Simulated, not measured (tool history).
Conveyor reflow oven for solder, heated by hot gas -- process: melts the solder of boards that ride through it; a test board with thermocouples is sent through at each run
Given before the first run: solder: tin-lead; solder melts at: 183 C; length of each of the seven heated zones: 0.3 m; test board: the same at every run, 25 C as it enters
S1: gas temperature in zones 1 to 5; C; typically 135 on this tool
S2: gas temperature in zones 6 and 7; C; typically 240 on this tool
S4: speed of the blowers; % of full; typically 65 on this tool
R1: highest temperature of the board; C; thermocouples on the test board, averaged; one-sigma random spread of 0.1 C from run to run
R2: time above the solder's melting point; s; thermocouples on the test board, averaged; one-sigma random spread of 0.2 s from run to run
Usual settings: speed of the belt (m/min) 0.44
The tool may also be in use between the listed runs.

Run 1, hour 0: usual settings. Result: R1 218.6 C, R2 62.1 s.
Run 2, hour 27.9: usual settings but S1 136 C. Result: R1 218.5 C, R2 62 s.
Run 3, hour 49.9: usual settings but S1 136 C. Result: R1 218.7 C, R2 62.2 s.
Run 4, hour 73.4: usual settings but speed of the belt (m/min) 0.405. Result: R1 221.4 C, R2 69.4 s.
Run 5, hour 101.6: usual settings but S4 72 % of full. Result: R1 219.9 C, R2 63.1 s.
Run 6, hour 120.9: usual settings but S4 72 % of full. Result: R1 220.2 C, R2 63.3 s.
Run 7, hour 150.5: usual settings but speed of the belt (m/min) 0.411. Result: R1 220.6 C, R2 68 s.
Run 8, hour 168: usual settings. Result: R1 218.3 C, R2 61.4 s.
Run 9, hour 190.9: usual settings. Result: R1 218 C, R2 61.3 s.
Run 10, hour 220.8: usual settings. Result: R1 218.2 C, R2 60.9 s.
Run 11, hour 244.2: usual settings. Result: R1 218 C, R2 60.9 s.
Run 12, hour 256.9: usual settings but S1 145 C. Result: R1 220 C, R2 66.8 s.
Run 13, hour 270.6: usual settings. Result: R1 217.8 C, R2 60.8 s.
Run 14, hour 285.2: usual settings but S1 137 C. Result: R1 218.3 C, R2 62.5 s.
Run 15, hour 316.1: usual settings but S1 137 C. Result: R1 218 C, R2 61.7 s.
Run 16, hour 329: usual settings but S1 137 C. Result: R1 218 C, R2 61.8 s.
Run 17, hour 352.4: usual settings but S1 137 C, S2 234 C, speed of the belt (m/min) 0.481. Result: R1 209.7 C, R2 48.7 s.
At hour 359.3: flux residue cleaned out of gas plates and filters.
Run 18, hour 385: usual settings but S1 143 C, S2 254 C, speed of the belt (m/min) 0.504, S4 67 % of full. Result: R1 224.4 C, R2 60.4 s.
Run 19, hour 403.7: usual settings but S1 143 C, S2 254 C, speed of the belt (m/min) 0.481, S4 67 % of full. Result: R1 226.4 C, R2 64.4 s.
At hour 421.7: flux residue cleaned out of gas plates and filters, once more.
Run 20, hour 438.7: usual settings but S1 143 C, S2 254 C, speed of the belt (m/min) 0.481, S4 67 % of full. Result: R1 229.6 C, R2 66.8 s.
Run 21, hour 455.9: usual settings but S1 143 C, S2 233 C, speed of the belt (m/min) 0.399, S4 67 % of full. Result: R1 218 C, R2 72.4 s.
Run 22, hour 475: usual settings but S1 143 C, S2 233 C, speed of the belt (m/min) 0.399, S4 67 % of full. Result: R1 217.9 C, R2 72 s.

Run 23 has not been measured yet. What should we expect?
Run 23, hour 488.9: usual settings but S2 236 C. Result: R1 ?, R2 ?.

Run 23 gave R1 215.3 C, R2 59.2 s.
Were there no unlogged condition in the tool, this run, its random variation unchanged, would have produced R1 215.8 C, R2 58.2 s.
